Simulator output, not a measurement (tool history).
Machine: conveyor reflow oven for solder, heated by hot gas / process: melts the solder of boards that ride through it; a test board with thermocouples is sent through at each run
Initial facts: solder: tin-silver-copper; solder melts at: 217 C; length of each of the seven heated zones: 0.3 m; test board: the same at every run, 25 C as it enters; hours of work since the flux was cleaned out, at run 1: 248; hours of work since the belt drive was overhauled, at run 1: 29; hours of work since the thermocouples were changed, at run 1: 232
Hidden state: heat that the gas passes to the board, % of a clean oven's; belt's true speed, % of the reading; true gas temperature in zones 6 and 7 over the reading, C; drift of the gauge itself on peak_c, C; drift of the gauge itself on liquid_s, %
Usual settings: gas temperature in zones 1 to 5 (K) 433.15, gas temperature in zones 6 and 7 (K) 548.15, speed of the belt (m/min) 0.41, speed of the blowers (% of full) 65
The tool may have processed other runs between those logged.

| run | hour | gas temperature in zones 1 to 5 (K) | gas temperature in zones 6 and 7 (K) | speed of the belt (m/min) | speed of the blowers (% of full) | hours of work since the flux was cleaned out | hours of work since the belt drive was overhauled | hours of work since the thermocouples were changed | highest temperature of the board (K) | time above the solder's melting point (s) |
|---|---|---|---|---|---|---|---|---|---|---|
| 1 | 0 | 433.15 | 548.15 | 0.41 | 65 | 248 | 29 | 232 | 534.85 | 68.5 |
| 2 | 9.4 | 433.15 | 548.15 | 0.41 | 65 | 252 | 33 | 235 | 535.05 | 68.5 |
| 3 | 19.7 | 433.15 | 548.15 | 0.41 | 65 | 256 | 37 | 239 | 534.65 | 68.4 |
| 4 | 25.4 | 433.15 | 548.15 | 0.41 | 65 | 258 | 40 | 242 | 534.65 | 68.5 |
| 5 | 31.6 | 433.15 | 545.15 | 0.41 | 65 | 261 | 42 | 244 | 531.85 | 66.9 |
| 6 | 37.1 | 433.15 | 545.15 | 0.41 | 65 | 263 | 44 | 246 | 531.95 | 66.9 |
| 7 | 44.4 | 433.15 | 545.15 | 0.41 | 65 | 266 | 47 | 249 | 531.85 | 66.6 |
| 8 | 54.6 | 433.15 | 548.15 | 0.41 | 65 | 270 | 51 | 253 | 534.65 | 68.4 |
| 9 | 64.3 | 433.15 | 548.15 | 0.41 | 65 | 274 | 55 | 257 | 534.75 | 68.5 |
| 10 | 74.5 | 433.15 | 562.15 | 0.41 | 65 | 278 | 59 | 261 | 547.75 | 76.1 |
| 11 | 84.4 | 434.15 | 562.15 | 0.469 | 76 | 282 | 63 | 265 | 545.05 | 65.5 |
| 12 | 91.1 | 441.15 | 544.15 | 0.351 | 68 | 285 | 66 | 268 | 536.35 | 86 |
| 13 | 98.7 | 441.15 | 544.15 | 0.351 | 68 | 288 | 69 | 271 | 536.35 | 86.1 |
| 14 | 108.5 | 441.15 | 544.15 | 0.351 | 68 | 292 | 73 | 275 | 536.25 | 86 |
| 15 | 118 | 441.15 | 559.15 | 0.446 | 65 | 295 | 77 | 279 | 542.95 | 69.7 |
| 16 | 122.5 | 444.15 | 559.15 | 0.446 | 65 | 297 | 79 | 281 | 543.55 | 70.8 |
| 17 | 129 | 426.15 | 548.15 | 0.42 | 53 | 300 | 81 | 283 | 530.15 | 61 |
| 18 | 137.9 | 434.15 | 548.15 | 0.428 | 60 | 303 | 85 | 287 | 532.25 | 64 |
| 19 | 146.8 | 447.15 | 556.15 | 0.41 | 73 | 307 | 88 | 290 | 544.85 | 79.1 |
| 20 | 152 | 447.15 | 556.15 | 0.41 | 73 | 309 | 90 | 293 | 545.25 | 79.1 |

Selected run-to-run steps in highest temperature of the board (K), each split into two signed amounts: the part the tool would show with no hidden state at all (from settings, incoming material and random variation), and the remainder, which goes to the hidden state together with any gauge scatter not common to the measured and the hidden-state-free results:
Run 9 -> 10: gas temperature in zones 6 and 7 (K) 548.15 -> 562.15. highest temperature of the board (K) +13: hidden state -0.2, all else +13.2.
Run 11 -> 12: gas temperature in zones 1 to 5 (K) 434.15 -> 441.15, gas temperature in zones 6 and 7 (K) 562.15 -> 544.15, speed of the belt (m/min) 0.469 -> 0.351, speed of the blowers (% of full) 76 -> 68. highest temperature of the board (K) -8.7: hidden state +1.2, all else -9.9.
Run 14 -> 15: gas temperature in zones 6 and 7 (K) 544.15 -> 559.15, speed of the belt (m/min) 0.351 -> 0.446, speed of the blowers (% of full) 68 -> 65. highest temperature of the board (K) +6.7: hidden state -0.9, all else +7.6.
Run 16 -> 17: gas temperature in zones 1 to 5 (K) 444.15 -> 426.15, gas temperature in zones 6 and 7 (K) 559.15 -> 548.15, speed of the belt (m/min) 0.446 -> 0.42, speed of the blowers (% of full) 65 -> 53. highest temperature of the board (K) -13.4: hidden state +0.1, all else -13.5.
